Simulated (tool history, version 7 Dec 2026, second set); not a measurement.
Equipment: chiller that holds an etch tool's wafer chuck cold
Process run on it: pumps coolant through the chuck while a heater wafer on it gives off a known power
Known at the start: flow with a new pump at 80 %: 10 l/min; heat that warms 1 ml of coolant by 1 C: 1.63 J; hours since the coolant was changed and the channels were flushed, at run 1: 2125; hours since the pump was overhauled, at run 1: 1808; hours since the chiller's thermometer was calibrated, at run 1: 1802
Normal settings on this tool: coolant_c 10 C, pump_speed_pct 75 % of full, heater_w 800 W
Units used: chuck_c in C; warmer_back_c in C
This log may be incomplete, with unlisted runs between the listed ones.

run,day,coolant_c,pump_speed_pct,heater_w,hours since the coolant was changed and the channels were flushed,hours since the pump was overhauled,hours since the chiller's thermometer was calibrated,chuck_c,warmer_back_c
1,0.000,10,75,800,2125,1808,1802,18.6,3.31
2,1.825,10,75,800,2169,1852,1846,18.7,3.26
3,3.621,10,75,800,2212,1895,1889,18.8,3.24
4,5.721,10,75,484,2262,1945,1939,15.4,1.95
5,8.592,10,75,800,2331,2014,2008,18.7,3.29
6,10.229,10,75,800,2370,2054,2047,18.7,3.26
7,11.900,12,75,800,2411,2094,2087,20.7,3.30
8,13.650,10,75,800,2453,2136,2129,18.8,3.29
9,15.379,10,75,800,2494,2177,2171,18.6,3.33
10,17.562,10,72,800,2546,2230,2223,19.0,3.43
11,19.983,10,72,800,2604,2288,2281,18.8,3.49
12,22.654,10,75,800,2669,2352,2345,18.8,3.28
13,24.383,10,75,800,2710,2393,2387,18.8,3.29
14,25.683,10,75,800,2741,2425,2418,18.9,3.30
15,28.262,10,75,800,2803,2486,2480,18.8,3.31
16,29.838,10,75,800,2841,2524,2518,18.8,3.33
17,31.858,12,80,592,2890,2573,2566,18.3,2.25
# day 32.371: chiller's thermometer calibrated
18,33.529,12,80,592,2929,2612,28,18.2,2.29
19,35.008,10,61,800,2964,2647,63,20.2,4.20
20,36.479,10,61,800,2999,2683,99,20.4,4.20
21,37.775,4,75,1028,3030,2714,130,15.5,4.30
22,39.596,10,92,761,3074,2757,173,17.4,2.56
23,42.062,10,92,761,3133,2817,233,17.4,2.47
24,44.504,10,92,761,3192,2875,291,17.4,2.49
25,46.654,10,71,965,3244,2927,343,21.4,4.29
26,49.608,10,71,965,3314,2998,414,21.3,4.28
27,52.146,14,87,410,3375,3059,475,18.3,1.47
28,54.533,14,87,410,3433,3116,532,18.1,1.44
29,55.962,10,61,584,3467,3150,566,17.7,3.15
30,57.675,10,61,584,3508,3191,607,17.6,3.13
31,60.508,1,75,800,3576,3259,675,10.0,3.36

4 ways to go on from here, each from the tool as it stands after run 31. What would each give?
A,62.646,10,75,1146,3627,3311,727,?,?
B,62.646,20,75,800,3627,3311,727,?,?
C,62.646,6,94,713,3627,3311,727,?,?
D,62.646,11,80,800,3627,3311,727,?,?

run,chuck_c,warmer_back_c
A,23.0,4.85
B,29.2,3.40
C,12.9,2.32
D,19.6,3.11
With no hidden state in the tool, these same runs would have given:
run,chuck_c,warmer_back_c
A,21.6,4.58
B,28.2,3.21
C,12.1,2.18
D,18.6,2.93

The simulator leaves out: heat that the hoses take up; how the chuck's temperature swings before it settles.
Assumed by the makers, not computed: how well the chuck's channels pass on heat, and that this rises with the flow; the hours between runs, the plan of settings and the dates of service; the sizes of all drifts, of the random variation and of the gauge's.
